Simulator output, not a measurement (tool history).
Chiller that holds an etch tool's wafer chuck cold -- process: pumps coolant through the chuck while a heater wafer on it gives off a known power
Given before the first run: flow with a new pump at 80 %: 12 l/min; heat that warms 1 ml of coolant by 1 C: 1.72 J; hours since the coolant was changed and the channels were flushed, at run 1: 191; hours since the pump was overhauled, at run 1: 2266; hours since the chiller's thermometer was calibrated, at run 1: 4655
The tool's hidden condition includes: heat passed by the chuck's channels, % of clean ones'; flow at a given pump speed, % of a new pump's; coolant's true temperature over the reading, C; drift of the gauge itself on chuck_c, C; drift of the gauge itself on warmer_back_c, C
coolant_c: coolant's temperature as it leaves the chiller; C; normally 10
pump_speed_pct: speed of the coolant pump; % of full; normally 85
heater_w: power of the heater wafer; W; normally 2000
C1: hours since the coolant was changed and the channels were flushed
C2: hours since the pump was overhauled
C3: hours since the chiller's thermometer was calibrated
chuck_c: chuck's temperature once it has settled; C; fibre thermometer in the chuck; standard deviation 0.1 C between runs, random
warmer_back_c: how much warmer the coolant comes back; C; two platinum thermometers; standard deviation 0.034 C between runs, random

Run 1, day 0.000: usual settings; C1 191; C2 2266; C3 4655. Result: chuck_c 24.3 C, warmer_back_c 5.85 C.
At day 2.942: chiller's thermometer calibrated.
Run 2, day 3.538: usual settings; C1 275; C2 2350; C3 14. Result: chuck_c 23.3 C, warmer_back_c 5.95 C.
Run 3, day 7.483: usual settings; C1 370; C2 2445; C3 109. Result: chuck_c 23.5 C, warmer_back_c 5.92 C.
Run 4, day 9.579: usual settings; C1 420; C2 2495; C3 159. Result: chuck_c 23.3 C, warmer_back_c 5.92 C.
Run 5, day 11.500: usual settings but coolant_c 8 C; C1 466; C2 2541; C3 205. Result: chuck_c 21.6 C, warmer_back_c 5.95 C.
Run 6, day 13.167: usual settings but coolant_c 8 C; C1 506; C2 2581; C3 245. Result: chuck_c 21.5 C, warmer_back_c 5.94 C.
Run 7, day 15.675: usual settings but coolant_c 7 C; C1 566; C2 2641; C3 306. Result: chuck_c 20.7 C, warmer_back_c 6.00 C.
Run 8, day 18.183: usual settings but coolant_c 7 C; C1 626; C2 2702; C3 366. Result: chuck_c 20.7 C, warmer_back_c 6.02 C.
Run 9, day 21.538: usual settings but coolant_c 7 C; C1 707; C2 2782; C3 446. Result: chuck_c 20.8 C, warmer_back_c 5.96 C.
Run 10, day 24.642: usual settings; C1 781; C2 2857; C3 521. Result: chuck_c 23.7 C, warmer_back_c 5.95 C.
Run 11, day 26.721: usual settings; C1 831; C2 2906; C3 571. Result: chuck_c 23.9 C, warmer_back_c 6.08 C.
Run 12, day 29.538: usual settings; C1 899; C2 2974; C3 638. Result: chuck_c 23.8 C, warmer_back_c 6.15 C.
Run 13, day 33.083: usual settings but coolant_c 8 C; C1 984; C2 3059; C3 723. Result: chuck_c 22.1 C, warmer_back_c 6.06 C.
Run 14, day 35.962: usual settings but coolant_c 8 C; C1 1053; C2 3128; C3 792. Result: chuck_c 21.9 C, warmer_back_c 6.05 C.
Run 15, day 38.579: usual settings but coolant_c 8 C; C1 1116; C2 3191; C3 855. Result: chuck_c 22.0 C, warmer_back_c 6.08 C.
Run 16, day 42.096: usual settings but coolant_c 8 C; C1 1200; C2 3276; C3 940. Result: chuck_c 22.2 C, warmer_back_c 6.08 C.
Run 17, day 44.929: usual settings but coolant_c 8 C; C1 1268; C2 3343; C3 1008. Result: chuck_c 22.3 C, warmer_back_c 6.06 C.
Run 18, day 47.083: usual settings but coolant_c 8 C; C1 1320; C2 3395; C3 1059. Result: chuck_c 22.2 C, warmer_back_c 6.09 C.
Run 19, day 51.046: usual settings but coolant_c 15 C, pump_speed_pct 84 % of full, heater_w 1040 W; C1 1415; C2 3490; C3 1154. Result: chuck_c 22.6 C, warmer_back_c 3.31 C.
Run 20, day 54.696: usual settings but coolant_c 15 C, pump_speed_pct 84 % of full, heater_w 1040 W; C1 1503; C2 3578; C3 1242. Result: chuck_c 22.7 C, warmer_back_c 3.20 C.
Run 21, day 58.458: usual settings but coolant_c 15 C, pump_speed_pct 84 % of full, heater_w 1040 W; C1 1593; C2 3668; C3 1332. Result: chuck_c 22.9 C, warmer_back_c 3.27 C.
Run 22, day 60.408: usual settings but coolant_c 3 C, pump_speed_pct 68 % of full, heater_w 1040 W; C1 1640; C2 3715; C3 1379. Result: chuck_c 12.2 C, warmer_back_c 4.06 C.
Run 23, day 63.262: usual settings but coolant_c 3 C, pump_speed_pct 68 % of full, heater_w 1040 W; C1 1708; C2 3784; C3 1448. Result: chuck_c 12.3 C, warmer_back_c 4.07 C.
Run 24, day 66.979: usual settings but coolant_c 1 C, pump_speed_pct 78 % of full, heater_w 1748 W; C1 1798; C2 3873; C3 1537. Result: chuck_c 14.9 C, warmer_back_c 5.85 C.
Run 25, day 68.733: usual settings but coolant_c 1 C, pump_speed_pct 92 % of full, heater_w 1748 W; C1 1840; C2 3915; C3 1579. Result: chuck_c 12.9 C, warmer_back_c 4.99 C.
Run 26, day 72.754: usual settings but coolant_c 19 C, pump_speed_pct 75 % of full; C1 1936; C2 4011; C3 1675. Result: chuck_c 35.3 C, warmer_back_c 7.09 C.
Run 27, day 74.900: usual settings but coolant_c 19 C, pump_speed_pct 75 % of full; C1 1988; C2 4063; C3 1727. Result: chuck_c 35.5 C, warmer_back_c 7.07 C.
Run 28, day 78.800: usual settings but coolant_c 19 C, pump_speed_pct 81 % of full; C1 2081; C2 4156; C3 1821. Result: chuck_c 34.3 C, warmer_back_c 6.59 C.
Run 29, day 81.583: usual settings but coolant_c 19 C, pump_speed_pct 81 % of full; C1 2148; C2 4223; C3 1887. Result: chuck_c 34.4 C, warmer_back_c 6.57 C.
Run 30, day 83.662: usual settings but coolant_c 19 C, pump_speed_pct 81 % of full, heater_w 1881 W; C1 2198; C2 4273; C3 1937. Result: chuck_c 33.6 C, warmer_back_c 6.18 C.
Run 31, day 87.517: usual settings but coolant_c 19 C, pump_speed_pct 81 % of full, heater_w 1881 W; C1 2290; C2 4366; C3 2030. Result: chuck_c 33.7 C, warmer_back_c 6.21 C.

Predict each of these 3 candidate next runs independently; none follows another, all start after run 31:
Run A, day 89.342: usual settings but coolant_c 2 C, pump_speed_pct 87 % of full; C1 2334; C2 4409; C3 2074. Result: chuck_c ?, warmer_back_c ?.
Run B, day 89.342: usual settings but coolant_c 3 C, pump_speed_pct 63 % of full, heater_w 1381 W; C1 2334; C2 4409; C3 2074. Result: chuck_c ?, warmer_back_c ?.
Run C, day 89.342: usual settings but coolant_c 1 C, pump_speed_pct 77 % of full, heater_w 1881 W; C1 2334; C2 4409; C3 2074. Result: chuck_c ?, warmer_back_c ?.

run  chuck_c  warmer_back_c
  A     16.7           6.11
  B     16.5           5.98
  C     16.3           6.56
Without the tool's hidden state the same runs would have given:
run  chuck_c  warmer_back_c
  A     14.3           5.29
  B     14.2           5.19
  C     13.7           5.69
